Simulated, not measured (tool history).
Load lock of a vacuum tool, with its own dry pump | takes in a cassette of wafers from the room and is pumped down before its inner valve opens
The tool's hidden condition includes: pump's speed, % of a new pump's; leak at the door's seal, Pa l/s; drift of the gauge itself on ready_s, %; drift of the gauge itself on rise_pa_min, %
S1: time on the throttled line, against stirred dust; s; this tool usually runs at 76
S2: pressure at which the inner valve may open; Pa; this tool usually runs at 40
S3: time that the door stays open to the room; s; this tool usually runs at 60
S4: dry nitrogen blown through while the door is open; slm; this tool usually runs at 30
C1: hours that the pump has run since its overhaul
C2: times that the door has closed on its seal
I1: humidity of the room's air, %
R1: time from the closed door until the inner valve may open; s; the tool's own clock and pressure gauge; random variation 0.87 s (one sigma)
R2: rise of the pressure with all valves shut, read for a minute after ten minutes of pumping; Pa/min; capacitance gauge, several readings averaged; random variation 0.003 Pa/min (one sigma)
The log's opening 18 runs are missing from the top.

run	hour	S1	S2	S3	S4	C1	C2	I1	R1	R2
19	5378.3	102	40	93	30	12931	6402	47.1	163.1	0.057
20	5681.2	131	51	65	30	13234	7320	41.7	183.3	0.052
21	5855.5	73	51	161	30	13408	7848	49.3	139.0	0.070
22	6216.1	76	52	29	30	13769	8941	43.2	141.5	0.057
23	6446.4	44	42	60	30	13999	9639	45.3	121.3	0.066
24	6716.3	131	32	60	14	14269	10457	44.9	190.3	0.082
25	7079.7	128	31	29	30	14633	11558	47.0	188.2	0.065
26	7488.9	76	40	227	30	15042	12798	46.9	145.4	0.100
27	7683.5	76	62	54	7	15236	13388	44.5	142.1	0.098
28	7890.8	76	62	134	12	15444	14016	44.8	141.0	0.108
29	8252.8	49	29	36	34	15806	15113	46.3	129.7	0.084
30	8533.3	49	29	36	34	16086	15963	45.6	129.5	0.089
31	8933.0	49	29	36	34	16486	17174	46.9	130.3	0.096
32	9200.7	49	29	36	34	16753	17985	47.8	132.4	0.101
33	9383.5	49	29	36	6	16936	18540	45.9	130.9	0.120
34	9621.0	52	40	60	30	17174	19259	43.5	129.1	0.110
35	10041.1	76	33	54	30	17594	20532	47.2	151.0	0.121
36	10421.2	76	33	54	30	17974	21684	46.4	150.2	0.132
37	10812.5	81	40	60	4	18365	22870	45.6	152.7	0.167

What if the next run were any one of these 4? Each begins from the tool's condition after run 37:
# hour 10963.4: dry pump taken out, an overhauled one fitted
A	10996.2	43	31	60	30	33	23408	45.8	?	?
# hour 10963.4: dry pump taken out, an overhauled one fitted
B	10996.2	83	40	183	4	33	23408	43.6	?	?
# hour 10963.4: dry pump taken out, an overhauled one fitted
C	10996.2	81	38	162	4	33	23408	40.3	?	?
# hour 10963.4: dry pump taken out, an overhauled one fitted
D	10996.2	76	77	60	10	33	23408	44.3	?	?

run	R1	R2
A	112.8	0.147
B	143.8	0.174
C	142.5	0.177
D	130.1	0.151
Had the tool no hidden state, the same runs would have come out as:
run	R1	R2
A	111.8	0.034
B	142.9	0.062
C	141.6	0.064
D	129.3	0.039
